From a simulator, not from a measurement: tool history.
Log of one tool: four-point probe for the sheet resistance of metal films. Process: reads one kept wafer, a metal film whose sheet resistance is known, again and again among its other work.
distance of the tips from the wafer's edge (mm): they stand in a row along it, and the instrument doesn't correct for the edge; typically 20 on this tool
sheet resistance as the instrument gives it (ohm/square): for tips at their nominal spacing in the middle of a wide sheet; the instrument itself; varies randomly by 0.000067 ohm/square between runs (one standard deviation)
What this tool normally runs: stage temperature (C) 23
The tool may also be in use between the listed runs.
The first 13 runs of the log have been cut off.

run     day  stage temperature (C)  distance of the tips from the wafer's edge (mm)  sheet resistance as the instrument gives it (ohm/square)
     33.925  -- stage's thermometer calibrated
 14  35.629                     27                                               73                                                  0.333748
 15  38.325                     27                                               73                                                   0.33339
 16  40.825                     27                                               73                                                  0.333603
 17  42.554                     27                                               73                                                  0.333564
 18  45.721                     21                                               68                                                  0.333383
 19   48.55                     21                                               68                                                  0.333235
 20  50.188                     20                                               20                                                  0.333366
 21  52.325                     29                                               25                                                  0.333468
 22  54.317                     32                                               29                                                  0.333488
 23  56.046                     27                                               21                                                  0.333322
 24  58.362                     27                                                5                                                   0.33506
 25  60.729                     27                                                5                                                  0.335042
 26  63.442                     25                                               11                                                  0.333493
 27  66.792                     25                                               11                                                  0.333463

Run 28, settings as shown, results not yet in. Your forecast:
 28  70.25                     27                                               20                                                         ?

Logged for run 28: sheet resistance as the instrument gives it (ohm/square) 0.333246.
Were there no unlogged condition in the tool, this run, its random variation unchanged, would have produced sheet resistance as the instrument gives it (ohm/square) 0.33536.

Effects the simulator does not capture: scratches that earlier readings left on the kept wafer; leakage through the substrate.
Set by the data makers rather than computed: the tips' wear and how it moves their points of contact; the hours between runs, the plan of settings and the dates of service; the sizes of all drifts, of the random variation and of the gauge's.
